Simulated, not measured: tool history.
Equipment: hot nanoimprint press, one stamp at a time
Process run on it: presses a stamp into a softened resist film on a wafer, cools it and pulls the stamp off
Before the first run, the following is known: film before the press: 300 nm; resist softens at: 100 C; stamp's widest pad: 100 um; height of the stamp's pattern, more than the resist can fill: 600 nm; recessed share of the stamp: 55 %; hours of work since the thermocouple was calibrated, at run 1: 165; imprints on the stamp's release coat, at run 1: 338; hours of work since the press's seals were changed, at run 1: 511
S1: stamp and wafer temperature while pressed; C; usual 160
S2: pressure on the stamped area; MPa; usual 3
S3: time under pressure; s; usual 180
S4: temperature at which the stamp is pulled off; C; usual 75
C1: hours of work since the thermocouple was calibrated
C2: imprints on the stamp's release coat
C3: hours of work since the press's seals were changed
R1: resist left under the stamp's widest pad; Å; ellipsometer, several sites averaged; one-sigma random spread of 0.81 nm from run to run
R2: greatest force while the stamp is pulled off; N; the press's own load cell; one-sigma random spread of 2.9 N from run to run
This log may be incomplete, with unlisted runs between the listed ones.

run 1 hour=0 | S1=160 S2=3 S3=180 S4=75 | C1=165 C2=338 C3=511 | R1=1355 R2=147
run 2 hour=34.3 | S1=160 S2=3 S3=180 S4=65 | C1=191 C2=530 C3=538 | R1=1340 R2=176
run 3 hour=68 | S1=160 S2=3 S3=180 S4=65 | C1=218 C2=718 C3=564 | R1=1321 R2=183
-- hour=96 press's hydraulic seals changed and the load cell set to zero
run 4 hour=129.8 | S1=160 S2=3 S3=180 S4=65 | C1=259 C2=1019 C3=26 | R1=1298 R2=196
run 5 hour=187.6 | S1=160 S2=3 S3=180 S4=65 | C1=304 C2=1342 C3=71 | R1=1283 R2=210
run 6 hour=227.2 | S1=160 S2=3 S3=180 S4=65 | C1=335 C2=1563 C3=102 | R1=1278 R2=224
-- hour=259.2 stamp cleaned and given a new release coat
run 7 hour=286.1 | S1=160 S2=3 S3=180 S4=65 | C1=377 C2=151 C3=143 | R1=1258 R2=147
run 8 hour=336.4 | S1=160 S2=3 S3=180 S4=65 | C1=416 C2=432 C3=183 | R1=1253 R2=162
run 9 hour=391.3 | S1=160 S2=3 S3=180 S4=65 | C1=458 C2=739 C3=225 | R1=1245 R2=179
-- hour=397.6 plate thermocouple calibrated
run 10 hour=448.5 | S1=160 S2=3 S3=180 S4=75 | C1=40 C2=1042 C3=267 | R1=1403 R2=177
run 11 hour=495 | S1=160 S2=3 S3=180 S4=75 | C1=76 C2=1302 C3=304 | R1=1377 R2=193
run 12 hour=529.3 | S1=160 S2=3 S3=180 S4=75 | C1=103 C2=1494 C3=330 | R1=1389 R2=200
-- hour=570.4 stamp cleaned and given a new release coat
run 13 hour=581.3 | S1=160 S2=3 S3=180 S4=75 | C1=138 C2=62 C3=366 | R1=1377 R2=134
run 14 hour=636.6 | S1=160 S2=3 S3=180 S4=75 | C1=181 C2=371 C3=409 | R1=1370 R2=144
run 15 hour=692.7 | S1=160 S2=3 S3=180 S4=75 | C1=225 C2=684 C3=453 | R1=1343 R2=163
run 16 hour=722.3 | S1=160 S2=3.34 S3=180 S4=82 | C1=248 C2=850 C3=476 | R1=1285 R2=158
run 17 hour=768.8 | S1=160 S2=3.34 S3=180 S4=82 | C1=284 C2=1109 C3=512 | R1=1269 R2=162
run 18 hour=809.7 | S1=160 S2=3.34 S3=180 S4=76 | C1=316 C2=1338 C3=544 | R1=1250 R2=189
-- hour=859.5 press's hydraulic seals changed and the load cell set to zero
run 19 hour=873 | S1=160 S2=3.34 S3=180 S4=76 | C1=359 C2=1647 C3=11 | R1=1214 R2=204
-- hour=888.7 stamp cleaned and given a new release coat
run 20 hour=944.6 | S1=159 S2=1.93 S3=180 S4=75 | C1=410 C2=313 C3=62 | R1=1624 R2=149
run 21 hour=971.9 | S1=171 S2=3.52 S3=251 S4=72 | C1=432 C2=466 C3=83 | R1=529 R2=162
run 22 hour=1004.9 | S1=151 S2=3.52 S3=251 S4=72 | C1=457 C2=650 C3=109 | R1=1767 R2=160
-- hour=1016 plate thermocouple calibrated
run 23 hour=1061.2 | S1=151 S2=3.52 S3=251 S4=72 | C1=35 C2=948 C3=150 | R1=1944 R2=185
run 24 hour=1090.9 | S1=151 S2=3.52 S3=251 S4=72 | C1=58 C2=1114 C3=173 | R1=1944 R2=191
run 25 hour=1128.3 | S1=151 S2=3.52 S3=251 S4=72 | C1=87 C2=1323 C3=202 | R1=1903 R2=206
run 26 hour=1163.6 | S1=151 S2=3.52 S3=251 S4=72 | C1=115 C2=1520 C3=230 | R1=1908 R2=205
-- hour=1203.9 stamp cleaned and given a new release coat
run 27 hour=1213.9 | S1=160 S2=2.53 S3=109 S4=75 | C1=149 C2=56 C3=264 | R1=1754 R2=133
run 28 hour=1271.8 | S1=160 S2=2.53 S3=109 S4=75 | C1=195 C2=379 C3=309 | R1=1709 R2=152
run 29 hour=1326.5 | S1=148 S2=2.53 S3=134 S4=75 | C1=237 C2=685 C3=352 | R1=2585 R2=163

Alternative continuations, all from the tool just after run 29; predict every row:
run A hour=1391.8 | S1=163 S2=2.53 S3=134 S4=75 | C1=288 C2=1050 C3=403 | R1=? R2=?
run B hour=1391.8 | S1=152 S2=2.53 S3=212 S4=67 | C1=288 C2=1050 C3=403 | R1=? R2=?
run C hour=1391.8 | S1=160 S2=3 S3=138 S4=75 | C1=288 C2=1050 C3=403 | R1=? R2=?

run=A R1=1326 R2=181
run=B R1=2058 R2=193
run=C R1=1451 R2=176
What these runs would have given with no unlogged condition in the tool:
run=A R1=1397 R2=138
run=B R1=2149 R2=146
run=C R1=1527 R2=133

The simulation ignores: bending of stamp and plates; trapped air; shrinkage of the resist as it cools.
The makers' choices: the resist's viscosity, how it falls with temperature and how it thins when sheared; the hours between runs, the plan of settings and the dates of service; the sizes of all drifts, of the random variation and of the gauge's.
